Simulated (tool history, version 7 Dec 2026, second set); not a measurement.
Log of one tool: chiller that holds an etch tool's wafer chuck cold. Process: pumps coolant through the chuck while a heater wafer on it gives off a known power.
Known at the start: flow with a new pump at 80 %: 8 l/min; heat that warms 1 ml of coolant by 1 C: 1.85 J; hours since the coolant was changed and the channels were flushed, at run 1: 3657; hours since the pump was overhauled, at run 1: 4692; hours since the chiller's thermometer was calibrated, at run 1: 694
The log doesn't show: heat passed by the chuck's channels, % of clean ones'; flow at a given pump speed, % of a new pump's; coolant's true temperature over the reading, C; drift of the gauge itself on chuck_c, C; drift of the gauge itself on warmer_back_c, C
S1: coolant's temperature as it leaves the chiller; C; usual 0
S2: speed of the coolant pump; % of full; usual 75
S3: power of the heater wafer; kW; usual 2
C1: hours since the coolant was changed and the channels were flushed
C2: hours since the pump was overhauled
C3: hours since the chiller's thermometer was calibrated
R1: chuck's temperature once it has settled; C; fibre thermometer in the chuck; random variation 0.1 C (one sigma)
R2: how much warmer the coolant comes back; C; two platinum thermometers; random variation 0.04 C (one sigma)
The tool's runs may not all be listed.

run 1 hour=0 | S1=0 S2=75 S3=2 | C1=3657 C2=4692 C3=694 | R1=14.7 R2=8.75
run 2 hour=60.5 | S1=0 S2=75 S3=2 | C1=3718 C2=4753 C3=754 | R1=14.8 R2=8.75
run 3 hour=137.1 | S1=0 S2=75 S3=2 | C1=3794 C2=4829 C3=831 | R1=14.9 R2=8.78
run 4 hour=200.4 | S1=0 S2=75 S3=2 | C1=3858 C2=4893 C3=894 | R1=14.6 R2=8.73
run 5 hour=317.8 | S1=0 S2=75 S3=2 | C1=3975 C2=5010 C3=1011 | R1=14.7 R2=8.74
run 6 hour=422.4 | S1=0 S2=75 S3=2 | C1=4080 C2=5115 C3=1116 | R1=14.9 R2=8.76
run 7 hour=547.2 | S1=9 S2=75 S3=2 | C1=4205 C2=5240 C3=1241 | R1=23.7 R2=8.75
run 8 hour=667.5 | S1=9 S2=75 S3=2.738 | C1=4325 C2=5360 C3=1361 | R1=29.3 R2=12
run 9 hour=759.6 | S1=9 S2=75 S3=2.738 | C1=4417 C2=5452 C3=1453 | R1=29.3 R2=11.91
run 10 hour=833.5 | S1=0 S2=75 S3=2 | C1=4491 C2=5526 C3=1527 | R1=14.7 R2=8.79
run 11 hour=925.7 | S1=0 S2=75 S3=2 | C1=4583 C2=5618 C3=1619 | R1=14.7 R2=8.71
run 12 hour=981.6 | S1=0 S2=75 S3=2.323 | C1=4639 C2=5674 C3=1675 | R1=17.2 R2=10.24
run 13 hour=1038.9 | S1=0 S2=75 S3=2.323 | C1=4696 C2=5731 C3=1733 | R1=17 R2=10.21
run 14 hour=1166.5 | S1=-2 S2=69 S3=1.402 | C1=4824 C2=5859 C3=1860 | R1=9.1 R2=6.79
run 15 hour=1292.8 | S1=-10 S2=70 S3=2.039 | C1=4950 C2=5985 C3=1986 | R1=5.9 R2=9.66
run 16 hour=1398.6 | S1=9 S2=70 S3=1.404 | C1=5056 C2=6091 C3=2092 | R1=19.9 R2=6.62
run 17 hour=1481.1 | S1=10 S2=85 S3=1.295 | C1=5138 C2=6173 C3=2175 | R1=18.7 R2=4.93
run 18 hour=1600.1 | S1=-3 S2=73 S3=1.216 | C1=5257 C2=6292 C3=2294 | R1=6.2 R2=5.46
run 19 hour=1703.2 | S1=8 S2=75 S3=1.421 | C1=5361 C2=6396 C3=2397 | R1=18.5 R2=6.21

4 ways to go on from here, each from the tool as it stands after run 19. What would each give?
run A hour=1803.3 | S1=8 S2=75 S3=1.421 | C1=5461 C2=6496 C3=2497 | R1=? R2=?
run B hour=1803.3 | S1=-10 S2=73 S3=1.614 | C1=5461 C2=6496 C3=2497 | R1=? R2=?
run C hour=1803.3 | S1=0 S2=75 S3=1.181 | C1=5461 C2=6496 C3=2497 | R1=? R2=?
run D hour=1803.3 | S1=-6 S2=88 S3=2 | C1=5461 C2=6496 C3=2497 | R1=? R2=?

run=A R1=18.5 R2=6.26
run=B R1=2.1 R2=7.24
run=C R1=8.7 R2=5.16
run=D R1=6.9 R2=7.21
Without the tool's hidden state the same runs would have given:
run=A R1=18.5 R2=6.25
run=B R1=2 R2=7.23
run=C R1=8.7 R2=5.15
run=D R1=6.9 R2=7.2

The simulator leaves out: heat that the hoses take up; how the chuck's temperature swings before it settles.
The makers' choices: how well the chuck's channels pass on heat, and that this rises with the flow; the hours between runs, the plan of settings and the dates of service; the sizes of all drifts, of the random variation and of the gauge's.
